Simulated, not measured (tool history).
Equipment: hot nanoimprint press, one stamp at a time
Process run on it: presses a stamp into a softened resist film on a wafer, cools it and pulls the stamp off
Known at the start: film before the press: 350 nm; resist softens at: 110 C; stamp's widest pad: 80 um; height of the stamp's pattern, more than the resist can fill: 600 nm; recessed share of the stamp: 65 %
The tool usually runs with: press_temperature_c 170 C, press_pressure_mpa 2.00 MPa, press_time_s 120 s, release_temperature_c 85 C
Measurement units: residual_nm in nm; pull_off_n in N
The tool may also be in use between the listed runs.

run,day,press_temperature_c,press_pressure_mpa,press_time_s,release_temperature_c,residual_nm,pull_off_n
1,0.000,170,2.00,120,85,127.7,152
2,2.067,170,2.00,120,85,128.3,156
3,4.600,170,2.00,70,85,158.6,158
4,6.833,170,2.00,120,85,128.1,156
# day 7.942: stamp cleaned and given a new release coat
5,8.258,170,2.00,120,85,127.9,156
6,11.046,174,2.00,120,85,112.3,153
7,12.904,170,2.00,113,85,131.7,157
8,14.229,170,2.00,113,85,131.7,155
# day 14.567: plate thermocouple calibrated
9,16.654,170,2.00,113,91,131.7,136
10,18.067,170,2.00,97,85,140.0,154
11,20.167,170,2.00,97,85,139.8,157
12,21.483,170,2.00,120,72,129.4,197
13,23.717,170,2.00,120,72,128.6,204
# day 24.167: stamp cleaned and given a new release coat
14,25.517,170,1.76,120,72,137.5,201
15,27.425,170,2.00,120,85,129.0,152
16,29.046,170,2.93,64,85,137.0,152
17,31.471,170,2.93,64,85,137.6,154
# day 33.333: plate thermocouple calibrated
18,33.946,170,2.19,77,74,146.9,191
19,35.888,178,2.00,173,85,84.4,156
20,37.904,178,2.00,173,85,84.8,155

What will run 21 give?
21,39.783,178,2.00,173,85,?,?

residual_nm: 85.0 nm
pull_off_n: 155 N
Take away the tool's hidden state, keep the run-to-run variation as it was, and the same run would have given residual_nm 83.8 nm, pull_off_n 155 N.

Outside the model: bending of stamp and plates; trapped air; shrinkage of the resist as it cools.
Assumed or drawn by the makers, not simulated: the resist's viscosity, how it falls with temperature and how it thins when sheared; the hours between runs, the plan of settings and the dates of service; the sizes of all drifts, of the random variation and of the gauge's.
